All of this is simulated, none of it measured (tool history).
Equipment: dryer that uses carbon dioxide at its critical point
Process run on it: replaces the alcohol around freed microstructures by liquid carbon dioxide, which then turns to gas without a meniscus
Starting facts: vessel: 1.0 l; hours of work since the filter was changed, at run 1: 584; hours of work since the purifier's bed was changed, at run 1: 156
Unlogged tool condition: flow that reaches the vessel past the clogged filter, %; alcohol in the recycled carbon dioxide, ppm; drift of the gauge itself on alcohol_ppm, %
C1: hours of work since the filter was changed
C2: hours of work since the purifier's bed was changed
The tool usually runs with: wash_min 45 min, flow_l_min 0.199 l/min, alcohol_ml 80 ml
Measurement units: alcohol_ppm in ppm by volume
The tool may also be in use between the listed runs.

Run 1, day 0.000: usual settings; C1 584; C2 156. Result: alcohol_ppm 147 ppm by volume.
At day 0.321: inlet filter changed.
Run 2, day 0.412: usual settings; C1 2; C2 163. Result: alcohol_ppm 85 ppm by volume.
Run 3, day 0.596: usual settings; C1 5; C2 166. Result: alcohol_ppm 83 ppm by volume.
Run 4, day 0.858: usual settings but flow_l_min 0.338 l/min; C1 10; C2 171. Result: alcohol_ppm 42 ppm by volume.
Run 5, day 1.108: usual settings; C1 14; C2 176. Result: alcohol_ppm 79 ppm by volume.
Run 6, day 1.479: usual settings; C1 21; C2 182. Result: alcohol_ppm 89 ppm by volume.
Run 7, day 1.696: usual settings; C1 25; C2 186. Result: alcohol_ppm 89 ppm by volume.
Run 8, day 1.996: usual settings; C1 31; C2 192. Result: alcohol_ppm 96 ppm by volume.
Run 9, day 2.288: usual settings but wash_min 42 min; C1 36; C2 197. Result: alcohol_ppm 125 ppm by volume.
Run 10, day 2.554: usual settings but wash_min 42 min; C1 41; C2 202. Result: alcohol_ppm 127 ppm by volume.
Run 11, day 2.867: usual settings but wash_min 42 min; C1 47; C2 208. Result: alcohol_ppm 121 ppm by volume.
Run 12, day 3.196: usual settings but flow_l_min 0.277 l/min; C1 53; C2 214. Result: alcohol_ppm 59 ppm by volume.
Run 13, day 3.571: usual settings; C1 60; C2 221. Result: alcohol_ppm 100 ppm by volume.
Run 14, day 3.808: usual settings but flow_l_min 0.217 l/min; C1 64; C2 225. Result: alcohol_ppm 63 ppm by volume.
Run 15, day 4.125: usual settings but flow_l_min 0.217 l/min; C1 70; C2 231. Result: alcohol_ppm 75 ppm by volume.
Run 16, day 4.425: usual settings but flow_l_min 0.255 l/min; C1 76; C2 237. Result: alcohol_ppm 63 ppm by volume.
Run 17, day 4.633: usual settings but flow_l_min 0.217 l/min; C1 80; C2 241. Result: alcohol_ppm 74 ppm by volume.
Run 18, day 4.796: usual settings but flow_l_min 0.217 l/min; C1 83; C2 244. Result: alcohol_ppm 80 ppm by volume.
Run 19, day 5.088: usual settings but flow_l_min 0.217 l/min; C1 88; C2 249. Result: alcohol_ppm 80 ppm by volume.
Run 20, day 5.433: usual settings but flow_l_min 0.217 l/min; C1 94; C2 255. Result: alcohol_ppm 83 ppm by volume.
Run 21, day 5.692: usual settings but wash_min 43 min, flow_l_min 0.153 l/min; C1 99; C2 260. Result: alcohol_ppm 448 ppm by volume.
Run 22, day 5.979: usual settings but wash_min 43 min, flow_l_min 0.153 l/min; C1 104; C2 266. Result: alcohol_ppm 448 ppm by volume.
Run 23, day 6.250: usual settings but wash_min 43 min, flow_l_min 0.153 l/min; C1 109; C2 271. Result: alcohol_ppm 451 ppm by volume.
Run 24, day 6.408: usual settings but wash_min 28 min, alcohol_ml 97 ml; C1 112; C2 273. Result: alcohol_ppm 1032 ppm by volume.
Run 25, day 6.758: usual settings but wash_min 36 min, flow_l_min 0.138 l/min, alcohol_ml 97 ml; C1 119; C2 280. Result: alcohol_ppm 1862 ppm by volume.
Run 26, day 7.025: usual settings but wash_min 36 min, flow_l_min 0.138 l/min, alcohol_ml 97 ml; C1 124; C2 285. Result: alcohol_ppm 1874 ppm by volume.
Run 27, day 7.383: usual settings but wash_min 36 min, flow_l_min 0.138 l/min, alcohol_ml 97 ml; C1 130; C2 291. Result: alcohol_ppm 1890 ppm by volume.
Run 28, day 7.733: usual settings but wash_min 42 min; C1 137; C2 298. Result: alcohol_ppm 158 ppm by volume.
Run 29, day 7.908: usual settings but wash_min 42 min; C1 140; C2 301. Result: alcohol_ppm 155 ppm by volume.
Run 30, day 8.271: usual settings but wash_min 71 min, flow_l_min 0.204 l/min; C1 147; C2 308. Result: alcohol_ppm 76 ppm by volume.
Run 31, day 8.538: usual settings but wash_min 61 min, flow_l_min 0.303 l/min, alcohol_ml 72 ml; C1 152; C2 313. Result: alcohol_ppm 68 ppm by volume.
Run 32, day 8.742: usual settings but wash_min 32 min, flow_l_min 0.303 l/min, alcohol_ml 93 ml; C1 155; C2 317. Result: alcohol_ppm 106 ppm by volume.
Run 33, day 9.058: usual settings but wash_min 42 min, flow_l_min 0.135 l/min; C1 161; C2 322. Result: alcohol_ppm 917 ppm by volume.
Run 34, day 9.254: usual settings but wash_min 42 min, flow_l_min 0.135 l/min; C1 165; C2 326. Result: alcohol_ppm 956 ppm by volume.
Run 35, day 9.608: usual settings but wash_min 63 min, flow_l_min 0.191 l/min, alcohol_ml 114 ml; C1 171; C2 333. Result: alcohol_ppm 85 ppm by volume.
Run 36, day 9.917: usual settings but wash_min 63 min, flow_l_min 0.191 l/min, alcohol_ml 114 ml; C1 177; C2 338. Result: alcohol_ppm 89 ppm by volume.
Run 37, day 10.162: usual settings but wash_min 63 min, flow_l_min 0.191 l/min, alcohol_ml 114 ml; C1 182; C2 343. Result: alcohol_ppm 89 ppm by volume.

Difference, measured minus no-hidden-state, one row per run. Run-to-run variation is common to both terms; the gauge's own scatter need not be:
run  alcohol_ppm
  1         +100
  2          +37
  3          +37
  4          +37
  5          +39
  6          +42
  7          +44
  8          +45
  9          +48
 10          +51
 11          +50
 12          +47
 13          +53
 14          +51
 15          +53
 16          +55
 17          +55
 18          +56
 19          +56
 20          +58
 21         +101
 22         +102
 23         +105
 24         +164
 25         +240
 26         +248
 27         +260
 28          +80
 29          +82
 30          +68
 31          +68
 32          +76
 33         +190
 34         +203
 35          +74
 36          +74
 37          +76
